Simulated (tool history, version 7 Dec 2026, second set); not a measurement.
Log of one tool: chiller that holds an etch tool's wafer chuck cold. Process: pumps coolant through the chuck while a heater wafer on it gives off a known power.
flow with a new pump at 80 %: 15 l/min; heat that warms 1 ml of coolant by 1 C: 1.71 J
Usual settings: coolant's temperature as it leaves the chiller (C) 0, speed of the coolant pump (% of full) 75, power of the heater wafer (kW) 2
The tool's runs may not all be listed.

run,hour,coolant's temperature as it leaves the chiller (C),speed of the coolant pump (% of full),power of the heater wafer (kW),chuck's temperature once it has settled (C),how much warmer the coolant comes back (C)
1,0,0,75,2,22,5.51
2,113.3,0,75,2,22,5.54
3,217.5,0,75,2,22.1,5.47
4,368.9,0,75,2,22.5,5.53
5,513.1,0,75,2,22.6,5.66
6,632.6,0,75,2.567,29.1,7.23
7,756,0,75,1.92,22,5.43
8,888.5,0,75,1.92,22.3,5.48
9,1034.5,0,75,1.92,22.4,5.48
10,1110.4,0,75,2,23.6,5.7
11,1226.8,0,75,2,23.6,5.74
12,1333.8,0,75,2,23.9,5.75
13,1420.7,0,75,2,24,5.81
14,1535.1,0,75,2.63,31.9,7.66
15,1643.1,9,75,2.63,41,7.6
16,1711.5,0,75,2,24.4,5.83
17,1787.7,0,72,1.177,14.9,3.59
18,1882.3,0,72,1.177,14.6,3.57
19,1973.4,0,99,1.327,14.2,2.91
20,2134.3,-8,77,1.165,6.5,3.35
21,2244.6,-8,77,1.165,6.3,3.39
# hour 2257.3: chiller's thermometer calibrated
22,2399.1,-8,77,1.165,6.6,3.46
23,2498.5,0,75,2,25.8,6.03

The next listed run, before its measurement:
24,2619.1,0,75,2,?,?

{"run 24": {"chuck's temperature once it has settled (C)": 25.8, "how much warmer the coolant comes back (C)": 5.98}}
Without the tool's hidden state the same run would have given chuck's temperature once it has settled (C) 19.9, how much warmer the coolant comes back (C) 4.93.

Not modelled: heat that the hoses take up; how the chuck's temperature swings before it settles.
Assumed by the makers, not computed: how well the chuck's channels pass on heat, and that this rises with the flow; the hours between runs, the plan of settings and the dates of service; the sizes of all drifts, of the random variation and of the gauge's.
